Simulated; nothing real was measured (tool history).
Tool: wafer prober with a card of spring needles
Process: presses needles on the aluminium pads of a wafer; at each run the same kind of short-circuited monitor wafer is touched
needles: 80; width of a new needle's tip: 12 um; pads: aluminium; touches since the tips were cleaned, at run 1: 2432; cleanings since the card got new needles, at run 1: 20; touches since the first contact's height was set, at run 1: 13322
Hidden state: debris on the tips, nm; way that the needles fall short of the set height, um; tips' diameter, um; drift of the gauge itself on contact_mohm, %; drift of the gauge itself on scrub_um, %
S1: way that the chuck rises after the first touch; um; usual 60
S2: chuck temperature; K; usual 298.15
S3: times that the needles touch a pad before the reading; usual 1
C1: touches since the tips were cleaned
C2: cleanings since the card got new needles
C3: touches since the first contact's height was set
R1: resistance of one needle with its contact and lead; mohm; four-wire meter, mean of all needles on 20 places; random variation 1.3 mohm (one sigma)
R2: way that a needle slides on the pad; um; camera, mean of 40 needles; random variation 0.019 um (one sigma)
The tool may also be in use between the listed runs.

run,hour,S1,S2,S3,C1,C2,C3,R1,R2
1,0,60,298.15,1,2432,20,13322,166,9.59
2,11.5,60,298.15,1,4556,20,15446,204,9.6
# hour 20.7: tips cleaned on abrasive film
3,33.7,60,298.15,1,2397,21,19533,177,9.58
# hour 54.9: tips cleaned on abrasive film
4,54.9,60,298.15,1,0,22,23419,113,9.58
5,67.5,60,298.15,1,2339,22,25758,165,9.61
6,82.9,60,298.15,1,5181,22,28600,213,9.59
# hour 89.9: tips cleaned on abrasive film
7,107.9,60,298.15,1,3321,23,33194,194,9.55
# hour 123.8: tips cleaned on abrasive film
8,131,60,298.15,1,1331,24,37447,152,9.52
9,153.5,60,298.15,2,5477,24,41593,180,9.54
# hour 159: tips cleaned on abrasive film
10,167.8,60,298.15,2,1623,25,44221,137,9.53
11,186.9,60,298.15,2,5153,25,47751,175,9.52
# hour 194.5: tips cleaned on abrasive film
12,201.4,70,312.15,2,1280,26,50413,125,11.11
13,215.4,70,312.15,2,3856,26,52989,152,11.13
# hour 229: tips cleaned on abrasive film
14,240.1,70,312.15,2,2054,27,57535,136,11.09
15,251.2,70,377.15,2,4098,27,59579,154,11.1
# hour 264.7: tips cleaned on abrasive film
16,269.7,66,342.15,2,920,28,62978,127,10.43
17,287.3,44,304.15,1,4177,28,66235,296,6.91
# hour 298.8: tips cleaned on abrasive film
18,305.7,49,298.15,2,1260,29,69609,153,7.7
19,329.1,49,298.15,2,5599,29,73948,216,7.71
# hour 333.4: tips cleaned on abrasive film
20,347.8,49,307.15,2,2655,30,77370,176,7.66

The same runs without the tool's hidden state, with the same run-to-run variation:
run,R1,R2
1,104,9.62
2,106,9.63
3,108,9.63
4,103,9.65
5,104,9.67
6,105,9.65
7,105,9.63
8,105,9.62
9,108,9.63
10,106,9.64
11,107,9.64
12,105,11.24
13,107,11.26
14,106,11.24
15,112,11.25
16,109,10.6
17,112,7.08
18,109,7.89
19,109,7.9
20,110,7.86

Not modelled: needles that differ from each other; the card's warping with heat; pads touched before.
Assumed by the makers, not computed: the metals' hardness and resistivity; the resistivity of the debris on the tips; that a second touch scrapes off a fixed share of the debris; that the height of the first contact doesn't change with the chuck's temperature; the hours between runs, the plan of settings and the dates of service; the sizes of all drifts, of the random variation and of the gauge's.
